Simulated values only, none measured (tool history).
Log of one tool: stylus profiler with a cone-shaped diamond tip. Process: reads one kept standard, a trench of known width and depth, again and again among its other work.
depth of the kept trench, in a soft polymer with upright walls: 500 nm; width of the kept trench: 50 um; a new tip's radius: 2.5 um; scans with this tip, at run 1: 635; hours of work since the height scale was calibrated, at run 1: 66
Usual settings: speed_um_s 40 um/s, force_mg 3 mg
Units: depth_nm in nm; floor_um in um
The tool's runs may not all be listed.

run   hour  speed_um_s  force_mg  scans with this tip  hours of work since the height scale was calibrated  depth_nm  floor_um
  1      0          40         3                  635                                                   66    507.61     46.77
  2   30.8          40         3                  800                                                   84    507.34     46.74
  3     51          40         3                  907                                                   95    507.46     46.71
  4   88.6          40         3                 1108                                                  116    507.12     46.69
  5  118.8          40         3                 1269                                                  132    507.42     46.67
  6  147.7          40         3                 1423                                                  149    507.61     46.62
  7  177.2          40         3                 1580                                                  165    507.57     46.57
     180.7  -- height scale calibrated on a step standard
  8  213.6          40      5.65                 1771                                                   18    511.34     46.53
     244.9  -- height scale calibrated on a step standard, once more
  9  251.7          40      5.65                 1972                                                    4    510.93     46.54
 10  288.9         114      3.33                 2170                                                   25    507.79     46.33
 11  328.7          61      2.79                 2382                                                   47    506.68     46.38
 12  366.9          61      2.79                 2586                                                   68    506.91     46.38
 13  390.2          32      5.15                 2710                                                   81    510.41     46.44
 14  425.2          17      8.24                 2897                                                  100    514.09     46.42
 15    462          17      8.24                 3093                                                  121    514.03     46.38
 16  483.4          40      1.87                 3207                                                  133    505.55     46.27
 17  522.3          60      1.73                 3415                                                  154    504.89     46.15

Forecast each of these 4 alternatives for the next run:
  A  551.9          60      1.15                 3572                                                  171         ?         ?
  B  551.9         127         3                 3572                                                  171         ?         ?
  C  551.9          38      1.73                 3572                                                  171         ?         ?
  D  551.9          60      1.71                 3572                                                  171         ?         ?

run  depth_nm  floor_um
  A    503.94     46.16
  B    507.69      46.1
  C       505     46.19
  D    505.04     46.12
Without the tool's hidden state the same runs would have given:
run  depth_nm  floor_um
  A    503.73     46.85
  B    507.47      46.8
  C    504.79     46.89
  D    504.83     46.82
